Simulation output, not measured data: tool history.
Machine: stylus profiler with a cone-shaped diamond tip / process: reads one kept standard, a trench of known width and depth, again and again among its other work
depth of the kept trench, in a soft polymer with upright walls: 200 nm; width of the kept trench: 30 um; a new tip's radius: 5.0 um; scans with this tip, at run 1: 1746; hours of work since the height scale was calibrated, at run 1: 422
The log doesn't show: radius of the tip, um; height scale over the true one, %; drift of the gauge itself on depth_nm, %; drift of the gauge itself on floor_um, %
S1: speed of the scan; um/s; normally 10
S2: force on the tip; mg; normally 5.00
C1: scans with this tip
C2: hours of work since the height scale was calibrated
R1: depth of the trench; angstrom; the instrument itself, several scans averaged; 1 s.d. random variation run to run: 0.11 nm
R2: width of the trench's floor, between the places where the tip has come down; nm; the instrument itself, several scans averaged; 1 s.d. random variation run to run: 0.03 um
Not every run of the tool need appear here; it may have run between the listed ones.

Run 1, hour 0.0: usual settings; C1 1746; C2 422. Result: R1 2056.4 angstrom, R2 26710 nm.
Run 2, hour 16.0: usual settings; C1 1792; C2 434. Result: R1 2053.6 angstrom, R2 26770 nm.
Run 3, hour 27.1: usual settings; C1 1824; C2 441. Result: R1 2055.6 angstrom, R2 26760 nm.
Run 4, hour 51.0: usual settings; C1 1893; C2 458. Result: R1 2054.6 angstrom, R2 26730 nm.
Run 5, hour 71.6: usual settings; C1 1953; C2 472. Result: R1 2053.8 angstrom, R2 26780 nm.
Run 6, hour 85.1: usual settings; C1 1992; C2 482. Result: R1 2057.2 angstrom, R2 26710 nm.
Run 7, hour 102.2: usual settings but S1 11 um/s; C1 2041; C2 494. Result: R1 2055.7 angstrom, R2 26630 nm.
Run 8, hour 122.2: usual settings but S1 19 um/s; C1 2098; C2 508. Result: R1 2055.8 angstrom, R2 26680 nm.
Run 9, hour 146.4: usual settings but S1 19 um/s; C1 2168; C2 525. Result: R1 2056.8 angstrom, R2 26630 nm.
Run 10, hour 163.1: usual settings but S1 19 um/s; C1 2216; C2 536. Result: R1 2059.4 angstrom, R2 26630 nm.
Run 11, hour 178.9: usual settings but S2 2.17 mg; C1 2262; C2 547. Result: R1 2035.3 angstrom, R2 26640 nm.
Run 12, hour 199.7: usual settings but S2 2.17 mg; C1 2322; C2 562. Result: R1 2033.1 angstrom, R2 26650 nm.
Run 13, hour 220.4: usual settings but S2 2.17 mg; C1 2382; C2 576. Result: R1 2034.1 angstrom, R2 26630 nm.
Run 14, hour 239.0: usual settings but S2 2.17 mg; C1 2435; C2 589. Result: R1 2035.1 angstrom, R2 26580 nm.
Run 15, hour 257.7: usual settings; C1 2489; C2 602. Result: R1 2059.0 angstrom, R2 26620 nm.
Run 16, hour 279.5: usual settings; C1 2552; C2 618. Result: R1 2057.6 angstrom, R2 26560 nm.
Run 17, hour 299.0: usual settings; C1 2608; C2 631. Result: R1 2056.1 angstrom, R2 26600 nm.
Run 18, hour 322.2: usual settings; C1 2675; C2 647. Result: R1 2056.7 angstrom, R2 26510 nm.
Run 19, hour 338.5: usual settings; C1 2722; C2 659. Result: R1 2056.1 angstrom, R2 26560 nm.
Run 20, hour 358.0: usual settings; C1 2778; C2 672. Result: R1 2058.1 angstrom, R2 26570 nm.

What will run 21 give?
Run 21, hour 370.6: usual settings but S1 2 um/s, S2 9.91 mg; C1 2815; C2 681. Result: R1 ?, R2 ?.

For run 21 the tool returned R1 2086.0 angstrom, R2 26560 nm.
Had the tool carried no hidden state, the very same run would have given R1 2078.8 angstrom, R2 27230 nm.
